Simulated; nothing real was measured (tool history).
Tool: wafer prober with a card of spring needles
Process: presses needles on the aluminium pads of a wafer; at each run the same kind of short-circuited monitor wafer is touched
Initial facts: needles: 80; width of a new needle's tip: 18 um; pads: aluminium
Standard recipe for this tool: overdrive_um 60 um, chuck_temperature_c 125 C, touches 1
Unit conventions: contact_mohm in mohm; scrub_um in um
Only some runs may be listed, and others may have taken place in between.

run 1 hour=0.0 | overdrive_um=60 chuck_temperature_c=125 touches=1 | contact_mohm=207 scrub_um=14.03
-- hour=7.5 tips cleaned on abrasive film
-- hour=22.3 tips cleaned on abrasive film
run 2 hour=25.5 | overdrive_um=60 chuck_temperature_c=125 touches=1 | contact_mohm=194 scrub_um=13.81
-- hour=36.8 tips cleaned on abrasive film
run 3 hour=49.1 | overdrive_um=60 chuck_temperature_c=125 touches=1 | contact_mohm=233 scrub_um=13.80
-- hour=50.6 tips cleaned on abrasive film, once more
run 4 hour=63.5 | overdrive_um=60 chuck_temperature_c=125 touches=1 | contact_mohm=230 scrub_um=13.82
-- hour=66.2 tips cleaned on abrasive film
-- hour=80.3 tips cleaned on abrasive film
-- hour=93.5 tips cleaned on abrasive film
run 5 hour=93.5 | overdrive_um=60 chuck_temperature_c=125 touches=1 | contact_mohm=163 scrub_um=13.90
-- hour=107.0 tips cleaned on abrasive film
run 6 hour=111.6 | overdrive_um=60 chuck_temperature_c=125 touches=1 | contact_mohm=204 scrub_um=13.75
-- hour=120.2 tips cleaned on abrasive film
-- hour=135.1 tips cleaned on abrasive film
run 7 hour=141.4 | overdrive_um=60 chuck_temperature_c=125 touches=1 | contact_mohm=216 scrub_um=13.68
-- hour=149.4 tips cleaned on abrasive film
run 8 hour=161.3 | overdrive_um=60 chuck_temperature_c=125 touches=1 | contact_mohm=233 scrub_um=13.78
-- hour=163.0 tips cleaned on abrasive film
-- hour=177.6 tips cleaned on abrasive film
run 9 hour=179.5 | overdrive_um=60 chuck_temperature_c=125 touches=2 | contact_mohm=172 scrub_um=13.71
-- hour=191.2 tips cleaned on abrasive film
run 10 hour=192.0 | overdrive_um=60 chuck_temperature_c=125 touches=2 | contact_mohm=166 scrub_um=13.62
-- hour=205.5 tips cleaned on abrasive film
run 11 hour=212.1 | overdrive_um=60 chuck_temperature_c=125 touches=2 | contact_mohm=195 scrub_um=13.77
-- hour=219.0 tips cleaned on abrasive film
-- hour=233.8 tips cleaned on abrasive film
run 12 hour=240.3 | overdrive_um=60 chuck_temperature_c=125 touches=2 | contact_mohm=191 scrub_um=13.70
-- hour=249.6 tips cleaned on abrasive film
-- hour=263.1 tips cleaned on abrasive film
run 13 hour=269.4 | overdrive_um=60 chuck_temperature_c=125 touches=1 | contact_mohm=214 scrub_um=13.63
-- hour=277.6 tips cleaned on abrasive film
-- hour=290.8 tips cleaned on abrasive film
run 14 hour=293.5 | overdrive_um=60 chuck_temperature_c=125 touches=1 | contact_mohm=194 scrub_um=13.58
-- hour=304.5 tips cleaned on abrasive film
-- hour=317.7 tips cleaned on abrasive film
run 15 hour=322.2 | overdrive_um=53 chuck_temperature_c=125 touches=1 | contact_mohm=217 scrub_um=11.91
-- hour=331.6 tips cleaned on abrasive film
-- hour=345.8 tips cleaned on abrasive film
run 16 hour=352.6 | overdrive_um=53 chuck_temperature_c=125 touches=1 | contact_mohm=235 scrub_um=11.91
-- hour=360.9 tips cleaned on abrasive film
run 17 hour=372.1 | overdrive_um=60 chuck_temperature_c=73 touches=2 | contact_mohm=200 scrub_um=13.53
-- hour=374.9 tips cleaned on abrasive film
-- hour=388.7 tips cleaned on abrasive film
run 18 hour=389.5 | overdrive_um=60 chuck_temperature_c=73 touches=2 | contact_mohm=160 scrub_um=13.65
-- hour=403.2 tips cleaned on abrasive film
run 19 hour=414.5 | overdrive_um=60 chuck_temperature_c=73 touches=2 | contact_mohm=194 scrub_um=13.55
-- hour=416.3 tips cleaned on abrasive film
run 20 hour=427.9 | overdrive_um=50 chuck_temperature_c=40 touches=3 | contact_mohm=191 scrub_um=11.20
-- hour=430.2 tips cleaned on abrasive film
-- hour=444.5 tips cleaned on abrasive film
run 21 hour=454.1 | overdrive_um=68 chuck_temperature_c=29 touches=3 | contact_mohm=159 scrub_um=15.48
-- hour=458.2 tips cleaned on abrasive film
run 22 hour=467.6 | overdrive_um=61 chuck_temperature_c=61 touches=3 | contact_mohm=174 scrub_um=13.73
-- hour=471.8 tips cleaned on abrasive film
run 23 hour=482.2 | overdrive_um=61 chuck_temperature_c=61 touches=3 | contact_mohm=173 scrub_um=13.59
-- hour=487.3 tips cleaned on abrasive film
-- hour=498.1 height of the first contact set anew
-- hour=502.7 tips cleaned on abrasive film
run 24 hour=508.3 | overdrive_um=61 chuck_temperature_c=61 touches=3 | contact_mohm=160 scrub_um=14.55
-- hour=516.0 tips cleaned on abrasive film
run 25 hour=525.6 | overdrive_um=61 chuck_temperature_c=61 touches=3 | contact_mohm=172 scrub_um=14.53
-- hour=529.3 tips cleaned on abrasive film
run 26 hour=538.6 | overdrive_um=61 chuck_temperature_c=61 touches=3 | contact_mohm=169 scrub_um=14.45
-- hour=544.8 tips cleaned on abrasive film
-- hour=559.7 tips cleaned on abrasive film
run 27 hour=569.1 | overdrive_um=58 chuck_temperature_c=100 touches=1 | contact_mohm=232 scrub_um=13.64
-- hour=573.5 tips cleaned on abrasive film
-- hour=588.1 tips cleaned on abrasive film
run 28 hour=599.6 | overdrive_um=58 chuck_temperature_c=100 touches=1 | contact_mohm=235 scrub_um=13.64
-- hour=601.6 tips cleaned on abrasive film
-- hour=615.9 tips cleaned on abrasive film
run 29 hour=626.8 | overdrive_um=48 chuck_temperature_c=91 touches=3 | contact_mohm=198 scrub_um=11.40
-- hour=631.2 tips cleaned on abrasive film
-- hour=645.7 tips cleaned on abrasive film
run 30 hour=657.1 | overdrive_um=67 chuck_temperature_c=125 touches=1 | contact_mohm=219 scrub_um=15.75

3 options for the next run, each taken on its own from the tool as it stands now. Forecast them:
-- hour=659.2 tips cleaned on abrasive film
-- hour=673.4 tips cleaned on abrasive film
-- hour=686.7 tips cleaned on abrasive film
run A hour=687.4 | overdrive_um=60 chuck_temperature_c=56 touches=1 | contact_mohm=? scrub_um=?
-- hour=659.2 tips cleaned on abrasive film
-- hour=673.4 tips cleaned on abrasive film
-- hour=686.7 tips cleaned on abrasive film
run B hour=687.4 | overdrive_um=61 chuck_temperature_c=30 touches=1 | contact_mohm=? scrub_um=?
-- hour=659.2 tips cleaned on abrasive film
-- hour=673.4 tips cleaned on abrasive film
-- hour=686.7 tips cleaned on abrasive film
run C hour=687.4 | overdrive_um=61 chuck_temperature_c=30 touches=2 | contact_mohm=? scrub_um=?

run=A contact_mohm=162 scrub_um=14.16
run=B contact_mohm=156 scrub_um=14.33
run=C contact_mohm=151 scrub_um=14.31
Stripped of hidden state, with their random variation kept, the same runs would have yielded:
run=A contact_mohm=143 scrub_um=14.31
run=B contact_mohm=138 scrub_um=14.48
run=C contact_mohm=140 scrub_um=14.47
